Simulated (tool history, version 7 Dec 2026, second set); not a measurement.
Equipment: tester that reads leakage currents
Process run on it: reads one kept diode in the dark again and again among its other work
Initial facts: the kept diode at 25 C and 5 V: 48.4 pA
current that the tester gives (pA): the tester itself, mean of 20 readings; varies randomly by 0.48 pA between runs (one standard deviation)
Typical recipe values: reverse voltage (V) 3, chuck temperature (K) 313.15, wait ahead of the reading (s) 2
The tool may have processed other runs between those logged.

run,day,reverse voltage (V),chuck temperature (K),wait ahead of the reading (s),current that the tester gives (pA)
1,0,3,313.15,2,166.93
2,4.221,3,313.15,2,167.9
3,8.988,3,313.15,2,169.38
4,13.283,3,313.15,8.34,171.14
5,19.583,3,313.15,8.34,174.57
6,25.171,4.55,313.15,2,207.77
7,30.262,3,313.15,2,181.54
8,33.596,9.06,313.15,2,279.4
# day 34.017: probe card cleaned and baked
9,38.842,1.43,301.15,1.21,47.6
10,43.921,3,313.15,5.14,186.27
11,49.812,3,313.15,5.14,190.28
# day 53.071: chuck's temperature calibrated
12,53.921,6.62,313.15,0.45,219.46
13,60.633,6.62,304.15,0.36,104.12
14,65.312,6.62,304.15,0.36,106.57
15,68.471,3,301.15,8.8,55.9

Alternative continuations, all from the tool just after run 15; predict every row:
A,72.438,3.31,301.15,8.8,?
B,72.438,3,300.15,1.39,?
C,72.438,6.72,302.15,8.8,?
D,72.438,18.8,308.15,1.22,?

run,current that the tester gives (pA)
A,59.24
B,52.58
C,86.01
D,226.27
Without the tool's unlogged condition, the same runs would have read:
run,current that the tester gives (pA)
A,55.47
B,49.23
C,79.97
D,210.81
